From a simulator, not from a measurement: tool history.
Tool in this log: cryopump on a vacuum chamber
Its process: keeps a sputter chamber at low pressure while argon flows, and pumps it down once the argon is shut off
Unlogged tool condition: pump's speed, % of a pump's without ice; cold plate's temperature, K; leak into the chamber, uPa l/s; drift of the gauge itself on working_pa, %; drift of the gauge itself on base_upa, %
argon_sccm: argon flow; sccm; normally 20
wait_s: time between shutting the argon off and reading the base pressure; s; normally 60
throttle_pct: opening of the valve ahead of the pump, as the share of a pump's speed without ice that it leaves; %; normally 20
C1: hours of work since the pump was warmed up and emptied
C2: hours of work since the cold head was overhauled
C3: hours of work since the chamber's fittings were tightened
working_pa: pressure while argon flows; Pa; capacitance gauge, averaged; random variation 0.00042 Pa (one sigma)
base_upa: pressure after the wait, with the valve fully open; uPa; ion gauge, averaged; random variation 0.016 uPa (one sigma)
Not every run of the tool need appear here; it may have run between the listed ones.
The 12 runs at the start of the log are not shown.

{"hour": 709.0, "done": "pump warmed up, emptied and cooled again"}
{"run": 13, "hour": 745.0, "argon_sccm": 28, "wait_s": 60, "throttle_pct": 20, "C1": 15, "C2": 1492, "C3": 2121, "working_pa": 0.1464, "base_upa": 1.66}
{"run": 14, "hour": 803.0, "argon_sccm": 20, "wait_s": 60, "throttle_pct": 22, "C1": 39, "C2": 1517, "C3": 2145, "working_pa": 0.0949, "base_upa": 1.59}
{"run": 15, "hour": 854.5, "argon_sccm": 20, "wait_s": 60, "throttle_pct": 22, "C1": 61, "C2": 1538, "C3": 2167, "working_pa": 0.0953, "base_upa": 1.6}
{"run": 16, "hour": 899.2, "argon_sccm": 20, "wait_s": 60, "throttle_pct": 22, "C1": 80, "C2": 1557, "C3": 2186, "working_pa": 0.0955, "base_upa": 1.67}
{"hour": 931.6, "done": "leaking fittings of the chamber tightened, without venting"}
{"run": 17, "hour": 987.5, "argon_sccm": 23, "wait_s": 33, "throttle_pct": 24, "C1": 116, "C2": 1593, "C3": 23, "working_pa": 0.1018, "base_upa": 2.45}
{"run": 18, "hour": 1056.8, "argon_sccm": 13, "wait_s": 244, "throttle_pct": 35, "C1": 145, "C2": 1622, "C3": 52, "working_pa": 0.0397, "base_upa": 0.53}
{"run": 19, "hour": 1107.0, "argon_sccm": 17, "wait_s": 244, "throttle_pct": 35, "C1": 166, "C2": 1643, "C3": 74, "working_pa": 0.0519, "base_upa": 0.54}
{"run": 20, "hour": 1163.3, "argon_sccm": 10, "wait_s": 111, "throttle_pct": 20, "C1": 190, "C2": 1667, "C3": 97, "working_pa": 0.0526, "base_upa": 0.9}
{"run": 21, "hour": 1201.9, "argon_sccm": 28, "wait_s": 114, "throttle_pct": 26, "C1": 206, "C2": 1683, "C3": 113, "working_pa": 0.115, "base_upa": 0.88}
{"run": 22, "hour": 1256.2, "argon_sccm": 28, "wait_s": 114, "throttle_pct": 26, "C1": 229, "C2": 1706, "C3": 136, "working_pa": 0.1164, "base_upa": 0.89}
{"run": 23, "hour": 1309.9, "argon_sccm": 28, "wait_s": 245, "throttle_pct": 26, "C1": 251, "C2": 1728, "C3": 159, "working_pa": 0.1155, "base_upa": 0.56}
{"run": 24, "hour": 1377.3, "argon_sccm": 28, "wait_s": 245, "throttle_pct": 30, "C1": 279, "C2": 1757, "C3": 187, "working_pa": 0.1008, "base_upa": 0.55}
{"run": 25, "hour": 1425.2, "argon_sccm": 20, "wait_s": 60, "throttle_pct": 19, "C1": 299, "C2": 1777, "C3": 207, "working_pa": 0.1113, "base_upa": 1.46}
{"run": 26, "hour": 1493.3, "argon_sccm": 20, "wait_s": 60, "throttle_pct": 19, "C1": 328, "C2": 1805, "C3": 235, "working_pa": 0.1126, "base_upa": 1.5}
{"run": 27, "hour": 1537.0, "argon_sccm": 11, "wait_s": 51, "throttle_pct": 19, "C1": 346, "C2": 1824, "C3": 254, "working_pa": 0.0618, "base_upa": 1.71}
{"run": 28, "hour": 1622.8, "argon_sccm": 11, "wait_s": 51, "throttle_pct": 42, "C1": 382, "C2": 1859, "C3": 290, "working_pa": 0.0294, "base_upa": 1.71}
{"run": 29, "hour": 1705.5, "argon_sccm": 18, "wait_s": 51, "throttle_pct": 42, "C1": 417, "C2": 1894, "C3": 324, "working_pa": 0.0484, "base_upa": 1.72}
{"run": 30, "hour": 1752.3, "argon_sccm": 18, "wait_s": 51, "throttle_pct": 21, "C1": 436, "C2": 1914, "C3": 344, "working_pa": 0.0922, "base_upa": 1.71}
{"run": 31, "hour": 1794.0, "argon_sccm": 18, "wait_s": 51, "throttle_pct": 21, "C1": 454, "C2": 1931, "C3": 361, "working_pa": 0.0933, "base_upa": 1.73}
{"run": 32, "hour": 1861.3, "argon_sccm": 10, "wait_s": 60, "throttle_pct": 54, "C1": 482, "C2": 1959, "C3": 390, "working_pa": 0.0212, "base_upa": 1.54}

Predict each of these 3 candidate next runs independently; none follows another, all start after run 32:
{"run": "A", "hour": 1937.1, "argon_sccm": 34, "wait_s": 71, "throttle_pct": 17, "C1": 514, "C2": 1991, "C3": 421, "working_pa": "?", "base_upa": "?"}
{"run": "B", "hour": 1937.1, "argon_sccm": 10, "wait_s": 78, "throttle_pct": 24, "C1": 514, "C2": 1991, "C3": 421, "working_pa": "?", "base_upa": "?"}
{"run": "C", "hour": 1937.1, "argon_sccm": 10, "wait_s": 117, "throttle_pct": 54, "C1": 514, "C2": 1991, "C3": 421, "working_pa": "?", "base_upa": "?"}

run=A working_pa=0.2161 base_upa=1.34
run=B working_pa=0.0455 base_upa=1.22
run=C working_pa=0.0209 base_upa=0.93
With no hidden state in the tool, these same runs would have given:
run=A working_pa=0.2089 base_upa=1.21
run=B working_pa=0.0433 base_upa=1.10
run=C working_pa=0.0188 base_upa=0.81

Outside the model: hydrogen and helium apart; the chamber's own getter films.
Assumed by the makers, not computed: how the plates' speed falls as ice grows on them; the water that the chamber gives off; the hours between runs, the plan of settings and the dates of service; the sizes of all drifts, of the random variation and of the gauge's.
